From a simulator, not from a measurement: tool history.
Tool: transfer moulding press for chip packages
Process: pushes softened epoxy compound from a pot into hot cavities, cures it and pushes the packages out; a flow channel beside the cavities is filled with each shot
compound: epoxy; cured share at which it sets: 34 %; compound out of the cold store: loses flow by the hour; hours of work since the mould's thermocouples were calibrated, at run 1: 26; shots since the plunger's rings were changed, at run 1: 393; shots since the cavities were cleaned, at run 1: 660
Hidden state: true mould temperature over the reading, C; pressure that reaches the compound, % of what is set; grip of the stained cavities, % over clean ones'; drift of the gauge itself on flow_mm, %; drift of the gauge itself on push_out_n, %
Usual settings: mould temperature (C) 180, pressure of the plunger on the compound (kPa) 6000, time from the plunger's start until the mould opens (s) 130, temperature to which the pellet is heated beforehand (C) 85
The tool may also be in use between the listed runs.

run,hour,mould temperature (C),pressure of the plunger on the compound (kPa),time from the plunger's start until the mould opens (s),temperature to which the pellet is heated beforehand (C),hours of work since the mould's thermocouples were calibrated,shots since the plunger's rings were changed,shots since the cavities were cleaned,incoming compound's hours out of the cold store,length that the compound runs in the flow channel (mm),greatest force on the pins that push the packages out (N)
1,0.0,180,6000,130,85,26,393,660,19.6,586,241
# hour 37.6: cavities cleaned with cleaning compound and waxed
2,41.7,180,6000,130,85,55,852,47,19.9,590,233
3,111.1,180,6000,130,85,107,1644,839,35.4,524,229
# hour 133.0: cavities cleaned with cleaning compound and waxed
4,170.1,180,6000,130,85,149,2299,423,28.4,548,227
5,214.5,180,6000,130,85,182,2805,929,35.6,520,233
# hour 230.3: cavities cleaned with cleaning compound and waxed
6,273.6,180,6000,112,85,225,3463,494,10.1,626,293
# hour 328.8: cavities cleaned with cleaning compound and waxed
7,339.7,180,6000,112,85,273,4199,124,34.7,526,262
8,370.0,182,6000,130,85,295,4545,470,46.6,493,221
# hour 388.3: plunger's sealing rings changed
9,419.4,182,6000,130,85,330,354,1004,10.4,625,220
# hour 430.7: cavities cleaned with cleaning compound and waxed
10,450.7,182,6000,136,85,352,693,227,42.4,506,207
11,499.9,186,6000,152,91,388,1255,789,31.8,532,200
# hour 526.7: cavities cleaned with cleaning compound and waxed
12,552.8,186,6430,120,81,426,1841,298,37.4,528,216
# hour 602.1: mould's thermocouples calibrated
13,610.0,174,6000,117,81,6,2470,927,35.8,544,383
# hour 626.6: cavities cleaned with cleaning compound and waxed
14,640.9,174,6000,117,81,28,2806,163,13.3,622,422
15,693.5,181,6000,161,85,67,3406,763,45.8,494,204

Forecast each of these 4 alternatives for the next run:
# hour 727.4: cavities cleaned with cleaning compound and waxed
A,743.4,186,4670,152,85,102,3958,182,45.0,?,?
# hour 727.4: cavities cleaned with cleaning compound and waxed
B,743.4,181,6000,155,85,102,3958,182,9.2,?,?
# hour 727.4: cavities cleaned with cleaning compound and waxed
C,743.4,174,4920,130,79,102,3958,182,44.5,?,?
# hour 727.4: cavities cleaned with cleaning compound and waxed
D,743.4,181,5490,119,80,102,3958,182,31.9,?,?

run,length that the compound runs in the flow channel (mm),greatest force on the pins that push the packages out (N)
A,436,202
B,622,210
C,469,301
D,516,240
Without the tool's hidden state the same runs would have given:
run,length that the compound runs in the flow channel (mm),greatest force on the pins that push the packages out (N)
A,437,201
B,623,209
C,470,300
D,517,239

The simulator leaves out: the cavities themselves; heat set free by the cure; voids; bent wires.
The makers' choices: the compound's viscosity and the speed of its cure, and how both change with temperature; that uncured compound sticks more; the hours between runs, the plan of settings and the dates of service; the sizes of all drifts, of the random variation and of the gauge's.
